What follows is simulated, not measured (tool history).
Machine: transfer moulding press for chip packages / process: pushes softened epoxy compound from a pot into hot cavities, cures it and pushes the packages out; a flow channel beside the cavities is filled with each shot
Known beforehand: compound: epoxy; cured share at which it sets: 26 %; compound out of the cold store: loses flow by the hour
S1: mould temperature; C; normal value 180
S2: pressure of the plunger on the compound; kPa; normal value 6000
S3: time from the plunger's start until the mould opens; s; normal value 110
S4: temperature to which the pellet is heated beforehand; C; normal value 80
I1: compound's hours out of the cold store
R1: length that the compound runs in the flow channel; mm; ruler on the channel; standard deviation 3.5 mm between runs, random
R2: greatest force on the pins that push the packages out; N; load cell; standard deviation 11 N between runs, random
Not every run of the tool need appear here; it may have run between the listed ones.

run	hour	S1	S2	S3	S4	I1	R1	R2
1	0.0	180	6000	110	80	10.4	845	543
2	15.1	180	6000	110	80	43.8	706	592
3	27.8	180	6000	110	80	24.2	779	704
4	39.8	180	6000	110	80	26.9	771	728
5	59.8	180	6000	110	80	17.7	803	853
# hour 68.6: cavities cleaned with cleaning compound and waxed
6	75.9	180	6000	110	80	20.9	791	563
7	96.8	180	6000	110	80	43.4	704	663
# hour 100.4: mould's thermocouples calibrated
8	121.0	182	6000	119	80	27.0	760	660
9	134.6	182	6000	119	80	28.9	751	726
# hour 137.4: cavities cleaned with cleaning compound and waxed
10	149.3	179	6830	102	76	13.6	876	811
11	174.3	182	4520	102	76	38.8	617	777
# hour 191.2: mould's thermocouples calibrated, once more
12	197.3	174	6560	110	84	45.2	735	1059
# hour 206.3: cavities cleaned with cleaning compound and waxed
13	212.5	174	6560	110	84	37.1	764	747
14	234.4	180	5790	110	73	42.1	692	668

Each row is a separate what-if for the run after 14, all from the same tool condition, not one after another. Results?
A	259.6	180	6000	110	84	29.2	?	?
B	259.6	180	6780	110	80	40.7	?	?
C	259.6	183	5590	110	72	30.6	?	?
D	259.6	180	5070	110	80	32.7	?	?
E	259.6	188	4740	105	73	35.8	?	?

run	R1	R2
A	744	809
B	748	765
C	713	710
D	678	803
E	631	606
With the hidden condition removed and each run's random variation left untouched, the same runs would have given:
run	R1	R2
A	770	507
B	774	481
C	737	446
D	702	505
E	652	380
